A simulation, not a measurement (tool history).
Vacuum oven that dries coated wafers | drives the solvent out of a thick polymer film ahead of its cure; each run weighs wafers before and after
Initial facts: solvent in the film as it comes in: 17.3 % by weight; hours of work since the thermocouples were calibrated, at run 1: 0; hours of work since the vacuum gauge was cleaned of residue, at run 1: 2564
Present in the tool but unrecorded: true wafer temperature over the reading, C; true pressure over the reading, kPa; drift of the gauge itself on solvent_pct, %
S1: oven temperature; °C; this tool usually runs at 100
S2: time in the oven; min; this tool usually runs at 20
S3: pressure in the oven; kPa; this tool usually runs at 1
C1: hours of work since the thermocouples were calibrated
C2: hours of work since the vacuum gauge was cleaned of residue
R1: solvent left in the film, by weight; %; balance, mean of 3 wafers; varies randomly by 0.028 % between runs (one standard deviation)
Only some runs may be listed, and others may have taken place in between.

run      day   S1  S2    S3    C1    C2     R1
  1        0  100  20     1     0  2564   5.38
  2    4.925  100  20     1    77  2641   5.27
  3    9.267  100  20     1   145  2709   5.26
  4   14.246  102  20     1   223  2787   4.72
  5   19.279  102  20     1   301  2865    4.6
  6   21.629  100  20     1   338  2902   5.21
  7   26.546  100  20     1   415  2979   5.14
  8   31.596  100  20     1   494  3058    5.2
      33.371  -- vacuum gauge cleaned of residue and calibrated
  9   34.825  100  20     1   543    23   4.24
 10    39.75  100  20     1   620   100   4.25
 11   43.746  100  20     1   683   162   4.25
 12   46.083  100  20     1   719   199   4.21
 13    49.75  100  15     1   776   256   5.39
 14   53.479  100  15     1   835   314   5.44
 15   58.271  100  20     1   910   389   4.12
 16   62.442   96  20     1   975   454   5.31
 17   66.646   96  20  3.79  1041   520   9.32
 18   70.075   96  20  3.79  1094   574    9.3
      72.104  -- oven's thermocouples calibrated
 19   72.412  100  17     1     5   609   5.48
 20   76.138   88  15  0.93    63   667   9.32
 21   80.008   87  22  2.04   124   728   10.1
 22   85.096   87  22  2.04   203   807  10.18
 23   87.267  100  23  2.84   237   841   6.92
 24   91.667   89  17     1   306   910   8.59
 25   95.804   89  17     1   370   974   8.56
 26   98.533   93  28     1   413  1017   5.23
 27  101.475   93  34  0.69   459  1063   3.93
 28  103.683   93  34  0.69   494  1098   3.96
 29  108.329  100  19  0.87   566  1170   4.67
 30  111.208   97  11  0.89   611  1215   7.89
 31  115.179  110  20  0.94   673  1277   2.36
 32  118.146  101  30  1.09   720  1324   3.17
 33  122.479  101  30  1.09   787  1391   3.13
 34  125.942   95  24  1.09   841  1445   5.32
 35  129.108  110  22  0.83   891  1495   1.98
 36  132.542  100  10  0.95   944  1548   7.46
 37  136.125   96  34  2.45  1000  1604   6.26
 38  139.075   96  34  2.45  1047  1651   6.21

What if the next run were any one of these 3? Each begins from the tool's condition after run 38:
  A  142.867  100  28     1  1106  1710   ?
  B  142.867   96  16  0.91  1106  1710   ?
  C  142.867  109  34   1.2  1106  1710   ?

run    R1
  A  3.36
  B  6.41
  C  1.99
Without the tool's hidden state the same runs would have given:
run    R1
  A  3.37
  B  6.66
  C   1.8
